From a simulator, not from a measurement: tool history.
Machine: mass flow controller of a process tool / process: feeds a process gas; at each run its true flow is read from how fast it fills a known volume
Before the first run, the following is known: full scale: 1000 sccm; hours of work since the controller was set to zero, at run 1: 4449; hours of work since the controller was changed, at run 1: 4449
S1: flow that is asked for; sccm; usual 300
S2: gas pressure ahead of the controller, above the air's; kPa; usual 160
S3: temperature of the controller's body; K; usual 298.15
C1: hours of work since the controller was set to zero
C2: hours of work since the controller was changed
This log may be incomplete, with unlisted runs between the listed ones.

Run 1, hour 0: usual settings; C1 4449; C2 4449. Result: true flow (%) 102.24.
Run 2, hour 271.1: usual settings; C1 4554; C2 4554. Result: true flow (%) 102.29.
Run 3, hour 478.7: usual settings; C1 4634; C2 4634. Result: true flow (%) 102.53.
Run 4, hour 642.5: usual settings; C1 4697; C2 4697. Result: true flow (%) 102.5.
At hour 675.7: controller's zero set anew.
Run 5, hour 892.5: usual settings but S1 355 sccm; C1 83; C2 4792. Result: true flow (%) 102.32.
Run 6, hour 1102.5: usual settings but S1 355 sccm; C1 164; C2 4873. Result: true flow (%) 102.47.
Run 7, hour 1335.4: usual settings but S1 562 sccm, S2 225 kPa, S3 293.15 K; C1 254; C2 4963. Result: true flow (%) 102.61.
Run 8, hour 1565.7: usual settings but S1 562 sccm, S2 228 kPa, S3 310.15 K; C1 342; C2 5051. Result: true flow (%) 103.79.
Run 9, hour 1802.2: usual settings but S1 921 sccm, S2 170 kPa, S3 300.15 K; C1 433; C2 5142. Result: true flow (%) 104.37.
Run 10, hour 1969.9: usual settings but S1 377 sccm, S2 274 kPa, S3 295.15 K; C1 498; C2 5207. Result: true flow (%) 102.1.

Measured result minus the same run's result without the hidden state. Both carry the same run-to-run variation, though not necessarily the same gauge scatter:
The hidden state here: flow at rest that the sensor doesn't see, % of full scale; true flow over the shown one, %; drift of the gauge itself on true_pct, %.
run  true flow (%)
  1          +3.38
  2          +3.44
  3           +3.5
  4          +3.55
  5           +3.4
  6          +3.45
  7          +3.88
  8          +3.95
  9          +4.27
 10          +3.76
